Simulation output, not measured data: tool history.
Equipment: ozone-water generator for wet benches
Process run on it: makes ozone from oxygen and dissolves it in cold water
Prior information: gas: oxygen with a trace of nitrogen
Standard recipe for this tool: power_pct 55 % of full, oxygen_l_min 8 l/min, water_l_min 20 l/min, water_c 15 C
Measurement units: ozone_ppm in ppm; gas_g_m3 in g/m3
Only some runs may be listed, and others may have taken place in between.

run	hour	power_pct	oxygen_l_min	water_l_min	water_c	ozone_ppm	gas_g_m3
1	0	55	8	20	15	23.9	203.8
2	43.1	55	8	20	15	23.4	202
3	97.5	55	8	31	15	17.1	203.8
4	159.6	55	8	31	15	17	201.6
5	212.9	55	8	31	15	17.4	201.4
6	249.2	55	8	31	15	17.3	201.1
7	289.3	55	8	31	15	17.3	201.1
8	344.8	55	8	31	15	17.2	199.8
9	402.6	55	8	31	15	16.9	200.4
10	462.4	55	8	31	15	17.1	200.2
11	507.6	55	8	31	15	17.3	198.5
12	542.1	55	8	31	15	17	200.4
13	582.2	55	8	20	13	24.4	200
14	624.4	81	8	20	15	29	249.2
15	657.6	72	8	20	15	27.5	231.7
16	698.2	72	8	20	15	28.1	231.7
17	764.9	63	4.84	18	23	25.5	291.6
18	803.5	47	8	17	7	27.9	182.3
19	851.7	80	14.04	17	7	33.7	176.2
20	909	80	14.04	17	7	33.9	175
# hour 968.6: gauge calibrated
21	975.6	55	8.16	27	15	19.1	197.2
22	1015.5	45	5.15	15	13	27.5	235.3
23	1072.7	45	5.15	15	13	27.5	234.6
24	1107	55	10.2	19	15	23.9	175
25	1148.1	55	10.2	19	15	23.4	174.8
26	1176	47	8	20	15	21.7	183.5
27	1231.2	47	8	20	15	21.4	184

Run 28 has not been measured yet. What should we expect?
28	1268	60	8	20	16	?	?

ozone_ppm: 24.3 ppm
gas_g_m3: 211.8 g/m3
Minus the tool's unlogged condition, the same run would have read ozone_ppm 24.3 ppm, gas_g_m3 213.9 g/m3.
